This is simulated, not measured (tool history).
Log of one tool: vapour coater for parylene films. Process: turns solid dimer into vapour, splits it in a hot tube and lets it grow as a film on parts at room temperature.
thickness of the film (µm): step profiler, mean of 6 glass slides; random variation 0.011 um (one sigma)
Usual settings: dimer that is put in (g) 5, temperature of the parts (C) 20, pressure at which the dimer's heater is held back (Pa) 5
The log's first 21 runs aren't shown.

run    hour  dimer that is put in (g)  temperature of the parts (C)  pressure at which the dimer's heater is held back (Pa)  hours of work since the trap's valve was overhauled  hours of work since the table's thermometer was calibrated  thickness of the film (µm)
 22   938.3                         2                            20                                                       5                                                   41                                                         961                        0.47
 23   991.2                         2                            20                                                       5                                                   82                                                        1002                        0.48
 24  1044.9                         2                            20                                                       5                                                  124                                                        1044                        0.48
 25  1106.6                         2                            20                                                       5                                                  173                                                        1092                        0.48
 26  1164.7                         3                            23                                                    3.38                                                  218                                                        1138                        0.65
 27  1216.5                         5                            16                                                    2.16                                                  259                                                        1178                        1.45
 28  1261.9                         5                            16                                                    2.16                                                  294                                                        1214                        1.46
 29  1304.8                         5                            16                                                    2.16                                                  328                                                        1248                        1.47
 30  1351.9                         2                            31                                                    2.68                                                  365                                                        1284                        0.34
 31  1410.8                         5                            31                                                    4.23                                                  411                                                        1331                         0.8
     1427.8  -- trap's valve overhauled
 32  1449.7                         6                            24                                                   10.57                                                   17                                                        1358                         1.2
 33  1492.2                         6                            23                                                    11.8                                                   50                                                        1391                        1.23
 34  1541.5                         5                            21                                                       5                                                   89                                                        1430                        1.16
 35  1595.9                         2                            13                                                    9.42                                                  132                                                        1472                        0.61
 36  1626.1                         5                            18                                                    7.98                                                  155                                                        1496                        1.24
 37    1663                         7                            13                                                   11.77                                                  184                                                        1525                        2.06
 38  1726.2                         4                            30                                                    9.31                                                  234                                                        1574                        0.64
 39  1768.7                         2                            26                                                    5.59                                                  267                                                        1608                         0.4
 40  1831.9                         2                            26                                                    5.59                                                  316                                                        1657                        0.38
 41  1881.2                         6                            25                                                    4.14                                                  355                                                        1696                        1.22
 42  1922.6                         4                            25                                                    2.93                                                  387                                                        1728                        0.82
     1968.5  -- trap's valve overhauled
 43  1977.5                         5                            18                                                       5                                                    7                                                        1768                        1.28
 44  2012.5                         5                            18                                                       5                                                   34                                                        1796                        1.28
 45  2065.6                         6                            18                                                    3.14                                                   76                                                        1837                         1.6
 46  2106.1                         6                            18                                                    3.14                                                  108                                                        1869                        1.59

4 ways to go on from here, each from the tool as it stands after run 46. What would each give?
  A  2168.8                         6                            16                                                   10.59                                                  157                                                        1918                           ?
  B  2168.8                         2                            20                                                    9.53                                                  157                                                        1918                           ?
  C  2168.8                         8                            18                                                    3.14                                                  157                                                        1918                           ?
  D  2168.8                         2                            28                                                    8.05                                                  157                                                        1918                           ?

run  thickness of the film (µm)
  A                        1.56
  B                        0.46
  C                        2.11
  D                        0.37
Without the tool's hidden state the same runs would have given:
run  thickness of the film (µm)
  A                        1.56
  B                        0.46
  C                        2.12
  D                        0.37
